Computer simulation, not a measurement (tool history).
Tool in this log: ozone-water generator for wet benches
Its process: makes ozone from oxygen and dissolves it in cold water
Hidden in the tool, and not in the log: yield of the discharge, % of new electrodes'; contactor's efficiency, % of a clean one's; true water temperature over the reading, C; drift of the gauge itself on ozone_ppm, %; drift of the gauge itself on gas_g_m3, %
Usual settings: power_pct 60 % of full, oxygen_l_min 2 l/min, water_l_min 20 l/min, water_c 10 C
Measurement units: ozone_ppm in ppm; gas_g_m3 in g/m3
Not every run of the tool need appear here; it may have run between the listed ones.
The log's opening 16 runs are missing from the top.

| run | hour | power_pct | oxygen_l_min | water_l_min | water_c | hours of work since the electrodes were changed | hours of work since the contactor was cleaned | hours of work since the thermometer was calibrated | ozone_ppm | gas_g_m3 |
|---|---|---|---|---|---|---|---|---|---|---|
| 17 | 875.8 | 46 | 1.86 | 13 | 13 | 2414 | 75 | 1569 | 9.4 | 113.3 |
| 18 | 941.8 | 94 | 1.2 | 13 | 11 | 2458 | 119 | 1612 | 13.2 | 219.8 |
| 19 | 1015.6 | 94 | 1.2 | 13 | 11 | 2506 | 167 | 1661 | 13.1 | 218.7 |
| 20 | 1093.6 | 76 | 2.34 | 13 | 12 | 2558 | 219 | 1712 | 14.2 | 144.5 |
| 21 | 1126.6 | 79 | 1.08 | 16 | 6 | 2579 | 240 | 1734 | 9 | 201.2 |
| 22 | 1195.4 | 96 | 2 | 20 | 10 | 2625 | 286 | 1779 | 10.7 | 181.7 |
| 23 | 1262.6 | 96 | 1.46 | 20 | 10 | 2669 | 330 | 1823 | 9.2 | 203.9 |
| 24 | 1304.7 | 96 | 1.46 | 20 | 10 | 2697 | 358 | 1851 | 9.3 | 203.6 |
| 25 | 1344.6 | 60 | 2 | 24 | 14 | 2723 | 384 | 1877 | 6.2 | 130.1 |
| 26 | 1421.6 | 60 | 2 | 24 | 14 | 2774 | 435 | 1928 | 6.3 | 131.7 |
| 27 | 1486.4 | 79 | 1.24 | 18 | 5 | 2816 | 477 | 1971 | 8.7 | 190.9 |
| 28 | 1539.8 | 79 | 1.24 | 16 | 8 | 2851 | 513 | 2006 | 9.4 | 188.6 |
| 29 | 1602.4 | 60 | 1.89 | 12 | 16 | 2893 | 554 | 2047 | 11.4 | 133.4 |
| 30 | 1672.6 | 60 | 1.89 | 12 | 16 | 2939 | 600 | 2093 | 11.6 | 132 |
| 31 | 1737.2 | 97 | 1.82 | 31 | 6 | 2981 | 642 | 2136 | 6.1 | 186.1 |
| 32 | 1769.2 | 97 | 1.82 | 31 | 6 | 3002 | 664 | 2157 | 6.4 | 188.4 |

Forecast each of these 4 alternatives for the next run:
| A | 1810.2 | 60 | 2 | 14 | 5 | 3029 | 691 | 2184 | ? | ? |
| B | 1810.2 | 80 | 1.82 | 31 | 6 | 3029 | 691 | 2184 | ? | ? |
| C | 1810.2 | 97 | 1.82 | 31 | 6 | 3029 | 691 | 2184 | ? | ? |
| D | 1810.2 | 78 | 2.01 | 31 | 13 | 3029 | 691 | 2184 | ? | ? |

| run | ozone_ppm | gas_g_m3 |
|---|---|---|
| A | 11.1 | 129.6 |
| B | 5.4 | 164.5 |
| C | 6.3 | 183.5 |
| D | 5.3 | 155.6 |
The same runs, with their run-to-run variation unchanged, on a tool lacking any hidden condition would have given:
| run | ozone_ppm | gas_g_m3 |
|---|---|---|
| A | 12.2 | 140.3 |
| B | 6 | 181.5 |
| C | 7.2 | 205 |
| D | 6 | 171.4 |
